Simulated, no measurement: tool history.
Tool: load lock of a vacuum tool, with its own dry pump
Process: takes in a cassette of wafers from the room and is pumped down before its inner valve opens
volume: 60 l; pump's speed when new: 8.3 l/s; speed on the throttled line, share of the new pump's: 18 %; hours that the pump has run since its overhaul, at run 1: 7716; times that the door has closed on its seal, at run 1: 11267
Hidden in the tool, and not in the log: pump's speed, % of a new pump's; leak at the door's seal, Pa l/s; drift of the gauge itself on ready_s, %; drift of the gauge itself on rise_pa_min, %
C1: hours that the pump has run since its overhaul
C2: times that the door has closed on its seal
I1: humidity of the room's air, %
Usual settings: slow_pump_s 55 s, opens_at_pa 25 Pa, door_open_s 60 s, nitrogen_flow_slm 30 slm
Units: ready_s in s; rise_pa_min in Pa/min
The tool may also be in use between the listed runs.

run 1 day=0 | slow_pump_s=55 opens_at_pa=25 door_open_s=60 nitrogen_flow_slm=30 | C1=7716 C2=11267 | I1=43.8 | ready_s=114.6 rise_pa_min=0.115
run 2 day=28.762 | slow_pump_s=55 opens_at_pa=25 door_open_s=38 nitrogen_flow_slm=30 | C1=8406 C2=13312 | I1=43.5 | ready_s=114.4 rise_pa_min=0.132
run 3 day=44.112 | slow_pump_s=55 opens_at_pa=25 door_open_s=38 nitrogen_flow_slm=30 | C1=8775 C2=14403 | I1=49.1 | ready_s=115.2 rise_pa_min=0.15
run 4 day=63.117 | slow_pump_s=55 opens_at_pa=25 door_open_s=38 nitrogen_flow_slm=30 | C1=9231 C2=15754 | I1=44.4 | ready_s=115.6 rise_pa_min=0.163
run 5 day=80.058 | slow_pump_s=55 opens_at_pa=25 door_open_s=60 nitrogen_flow_slm=30 | C1=9638 C2=16959 | I1=47 | ready_s=116.2 rise_pa_min=0.178
run 6 day=109.542 | slow_pump_s=55 opens_at_pa=25 door_open_s=60 nitrogen_flow_slm=30 | C1=10345 C2=19055 | I1=45.1 | ready_s=117.9 rise_pa_min=0.204
run 7 day=122.629 | slow_pump_s=49 opens_at_pa=33 door_open_s=75 nitrogen_flow_slm=27 | C1=10659 C2=19985 | I1=44.9 | ready_s=110.7 rise_pa_min=0.228
-- day=148.421 dry pump taken out, an overhauled one fitted
run 8 day=148.875 | slow_pump_s=67 opens_at_pa=36 door_open_s=36 nitrogen_flow_slm=12 | C1=11 C2=21834 | I1=46.8 | ready_s=112.7 rise_pa_min=0.247
run 9 day=169.167 | slow_pump_s=50 opens_at_pa=24 door_open_s=60 nitrogen_flow_slm=30 | C1=498 C2=23276 | I1=48.2 | ready_s=101.8 rise_pa_min=0.266
run 10 day=192.183 | slow_pump_s=50 opens_at_pa=28 door_open_s=203 nitrogen_flow_slm=30 | C1=1050 C2=24913 | I1=45.5 | ready_s=102.6 rise_pa_min=0.303
run 11 day=212.562 | slow_pump_s=50 opens_at_pa=28 door_open_s=136 nitrogen_flow_slm=30 | C1=1539 C2=26362 | I1=45.6 | ready_s=100.6 rise_pa_min=0.318
run 12 day=241.271 | slow_pump_s=50 opens_at_pa=28 door_open_s=136 nitrogen_flow_slm=30 | C1=2228 C2=28403 | I1=43.2 | ready_s=103.5 rise_pa_min=0.348

The same runs without the tool's hidden state, with the same run-to-run variation:
run=1 ready_s=106 rise_pa_min=0.015
run=2 ready_s=105.3 rise_pa_min=0.016
run=3 ready_s=105.6 rise_pa_min=0.019
run=4 ready_s=105.4 rise_pa_min=0.016
run=5 ready_s=105.6 rise_pa_min=0.017
run=6 ready_s=106.4 rise_pa_min=0.016
run=7 ready_s=99 rise_pa_min=0.029
run=8 ready_s=112.6 rise_pa_min=0.024
run=9 ready_s=101.3 rise_pa_min=0.022
run=10 ready_s=101.5 rise_pa_min=0.032
run=11 ready_s=99.1 rise_pa_min=0.028
run=12 ready_s=101.4 rise_pa_min=0.025
